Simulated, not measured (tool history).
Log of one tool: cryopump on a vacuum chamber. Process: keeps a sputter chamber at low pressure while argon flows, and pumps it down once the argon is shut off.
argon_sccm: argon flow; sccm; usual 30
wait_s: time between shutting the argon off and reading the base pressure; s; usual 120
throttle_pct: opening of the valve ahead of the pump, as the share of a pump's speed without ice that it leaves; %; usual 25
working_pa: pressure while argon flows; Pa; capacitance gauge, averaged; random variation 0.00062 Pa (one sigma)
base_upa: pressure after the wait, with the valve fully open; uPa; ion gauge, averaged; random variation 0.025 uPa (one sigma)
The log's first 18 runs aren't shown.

run,hour,argon_sccm,wait_s,throttle_pct,working_pa,base_upa
19,732.3,30,52,24,0.1515,3.09
20,792.4,30,22,24,0.1532,5.82
21,825.6,30,120,44,0.0832,2.04
22,859.9,16,206,18,0.1087,1.72
23,888.6,16,206,18,0.1095,1.78
24,933.9,30,273,55,0.0674,1.58
25,963.1,52,121,25,0.2542,2.09
26,1006.9,16,271,17,0.116,1.61
27,1059.2,35,35,22,0.1951,4.22
28,1114.7,35,24,22,0.1948,5.38

Forecast run 29:
29,1170.9,35,24,22,?,?

{"run 29": {"working_pa": 0.1958, "base_upa": 5.63}}
Without the tool's hidden state the same run would have given working_pa 0.1931 Pa, base_upa 4.48 uPa.
